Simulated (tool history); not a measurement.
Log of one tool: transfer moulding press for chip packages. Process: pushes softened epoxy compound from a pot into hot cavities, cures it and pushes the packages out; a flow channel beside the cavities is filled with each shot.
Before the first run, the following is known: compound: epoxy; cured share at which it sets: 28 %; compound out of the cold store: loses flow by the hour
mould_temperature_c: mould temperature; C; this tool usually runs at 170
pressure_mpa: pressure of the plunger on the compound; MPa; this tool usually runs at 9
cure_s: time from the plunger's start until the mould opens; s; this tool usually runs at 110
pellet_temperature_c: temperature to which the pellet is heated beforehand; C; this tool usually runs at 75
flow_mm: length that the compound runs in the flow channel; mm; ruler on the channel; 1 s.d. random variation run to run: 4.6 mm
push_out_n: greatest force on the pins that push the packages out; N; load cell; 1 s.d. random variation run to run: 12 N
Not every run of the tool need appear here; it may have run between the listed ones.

run     day  mould_temperature_c  pressure_mpa  cure_s  pellet_temperature_c  incoming compound's hours out of the cold store  flow_mm  push_out_n
  1       0                  170             9     110                    75                                             12.7      783         749
  2   2.367                  170             9     110                    75                                               45      659         784
      3.054  -- cavities cleaned with cleaning compound and waxed
  3   3.917                  170             9     110                    75                                             40.9      676         633
  4   6.433                  170          7.19     110                    75                                             26.7      634         797
      7.833  -- cavities cleaned with cleaning compound and waxed
  5   9.183                  170             9     110                    74                                             31.9      691         699
     11.075  -- plunger's sealing rings changed
  6  11.354                  170             9     110                    75                                             31.2      753         811
       12.8  -- cavities cleaned with cleaning compound and waxed
  7  14.854                  170             9     110                    75                                               41      709         726
     17.454  -- cavities cleaned with cleaning compound and waxed
  8  18.442                  170             9     110                    75                                             25.3      755         666
  9  20.321                  170             9     110                    75                                             19.9      763         799
     20.717  -- mould's thermocouples calibrated
     22.404  -- cavities cleaned with cleaning compound and waxed
 10  22.408                  170             9     110                    75                                             13.4      802         629
 11    24.6                  171             9     110                    75                                               44      666         710
     27.283  -- cavities cleaned with cleaning compound and waxed
 12  27.792                  171             9     110                    75                                             23.1      733         626
 13  30.933                  177             9     110                    66                                               21      712         606

For run 14, what comes out?
         32  -- cavities cleaned with cleaning compound and waxed
 14  32.658                  177             9     110                    66                                             36.9        ?           ?

{"run 14": {"flow_mm": 660, "push_out_n": 485}}
With the hidden condition absent and the run-to-run variation left alone, this run would have shown flow_mm 707 mm, push_out_n 429 N.
